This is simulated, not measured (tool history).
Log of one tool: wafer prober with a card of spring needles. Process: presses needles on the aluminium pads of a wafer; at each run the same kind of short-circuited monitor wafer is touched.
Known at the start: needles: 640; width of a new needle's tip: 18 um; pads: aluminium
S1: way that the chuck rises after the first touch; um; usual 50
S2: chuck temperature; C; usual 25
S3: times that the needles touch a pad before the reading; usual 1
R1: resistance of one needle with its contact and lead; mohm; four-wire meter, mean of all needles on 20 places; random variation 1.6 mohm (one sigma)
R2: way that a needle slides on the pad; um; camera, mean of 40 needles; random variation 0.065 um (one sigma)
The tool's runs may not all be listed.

run,hour,S1,S2,S3,R1,R2
1,0.0,50,25,1,321,6.23
# hour 4.3: tips cleaned on abrasive film
# hour 15.5: tips cleaned on abrasive film
# hour 27.8: tips cleaned on abrasive film
2,35.2,50,40,1,354,6.17
# hour 40.3: tips cleaned on abrasive film
# hour 52.6: tips cleaned on abrasive film
# hour 63.4: tips cleaned on abrasive film
# hour 67.4: height of the first contact set anew
3,67.4,50,40,1,268,6.50
# hour 74.5: tips cleaned on abrasive film
# hour 83.7: tips cleaned on abrasive film, once more
4,94.0,50,40,1,341,6.64
# hour 96.7: tips cleaned on abrasive film
# hour 108.6: tips cleaned on abrasive film
# hour 119.6: tips cleaned on abrasive film
5,120.3,50,25,1,209,6.50
# hour 132.9: tips cleaned on abrasive film
6,141.6,50,39,1,346,6.52
# hour 144.3: tips cleaned on abrasive film
# hour 157.2: tips cleaned on abrasive film
7,161.4,50,39,1,286,6.39
# hour 170.4: tips cleaned on abrasive film
# hour 182.5: tips cleaned on abrasive film
# hour 195.4: tips cleaned on abrasive film
8,198.2,50,25,1,257,6.44
# hour 207.8: tips cleaned on abrasive film
# hour 219.9: tips cleaned on abrasive film
9,220.7,50,25,1,209,6.45
# hour 231.9: tips cleaned on abrasive film
# hour 243.3: tips cleaned on abrasive film
10,243.3,50,25,2,182,6.36
# hour 255.4: tips cleaned on abrasive film
11,262.8,50,25,2,278,6.30
# hour 268.2: tips cleaned on abrasive film
# hour 279.6: tips cleaned on abrasive film
12,286.4,50,25,2,269,6.27
# hour 291.3: tips cleaned on abrasive film
# hour 303.2: tips cleaned on abrasive film
13,312.3,50,25,1,367,6.30
# hour 314.1: tips cleaned on abrasive film
# hour 327.4: tips cleaned on abrasive film
14,334.0,50,25,1,341,6.25
# hour 339.2: tips cleaned on abrasive film
# hour 350.9: tips cleaned on abrasive film
# hour 363.0: tips cleaned on abrasive film
15,371.3,50,43,1,354,6.17
# hour 375.8: tips cleaned on abrasive film
# hour 387.8: tips cleaned on abrasive film
# hour 399.3: tips cleaned on abrasive film
16,404.3,50,50,3,235,6.22
# hour 412.1: tips cleaned on abrasive film
# hour 425.3: tips cleaned on abrasive film
17,426.3,50,50,3,196,6.13
# hour 438.1: tips cleaned on abrasive film
# hour 440.3: height of the first contact set anew
# hour 450.5: tips cleaned on abrasive film
18,458.6,50,50,3,233,6.51
# hour 461.3: tips cleaned on abrasive film
# hour 472.6: tips cleaned on abrasive film
19,481.9,63,50,1,288,8.18
# hour 484.6: tips cleaned on abrasive film
# hour 496.8: tips cleaned on abrasive film
# hour 508.8: tips cleaned on abrasive film
20,516.0,68,25,2,222,8.85
# hour 520.1: tips cleaned on abrasive film
# hour 530.9: tips cleaned on abrasive film
# hour 543.6: tips cleaned on abrasive film
21,543.6,68,25,2,167,8.71
# hour 555.1: tips cleaned on abrasive film
22,562.0,35,25,3,312,4.37
# hour 567.3: tips cleaned on abrasive film
# hour 579.1: tips cleaned on abrasive film
23,588.4,41,25,2,344,5.13
# hour 590.8: tips cleaned on abrasive film
# hour 603.3: tips cleaned on abrasive film
24,611.1,32,61,1,644,4.03
# hour 616.5: tips cleaned on abrasive film
# hour 627.4: tips cleaned on abrasive film
25,633.6,32,61,1,601,3.97
# hour 640.1: tips cleaned on abrasive film
# hour 652.5: tips cleaned on abrasive film
26,655.1,59,63,1,246,7.53
# hour 665.7: tips cleaned on abrasive film
27,676.0,59,63,1,323,7.40
# hour 678.1: tips cleaned on abrasive film
# hour 690.1: tips cleaned on abrasive film
# hour 702.9: tips cleaned on abrasive film
28,707.2,53,35,1,289,6.52
# hour 716.2: tips cleaned on abrasive film
29,726.4,50,25,2,302,6.30

3 ways to go on from here, each from the tool as it stands after run 29. What would each give?
# hour 729.1: tips cleaned on abrasive film
# hour 742.1: tips cleaned on abrasive film
A,744.8,50,75,1,?,?
# hour 729.1: tips cleaned on abrasive film
# hour 742.1: tips cleaned on abrasive film
B,744.8,46,30,2,?,?
# hour 729.1: tips cleaned on abrasive film
# hour 742.1: tips cleaned on abrasive film
C,744.8,33,25,1,?,?

run,R1,R2
A,291,6.22
B,255,5.70
C,456,4.01
Without the tool's hidden state the same runs would have given:
run,R1,R2
A,171,6.56
B,162,6.05
C,172,4.35
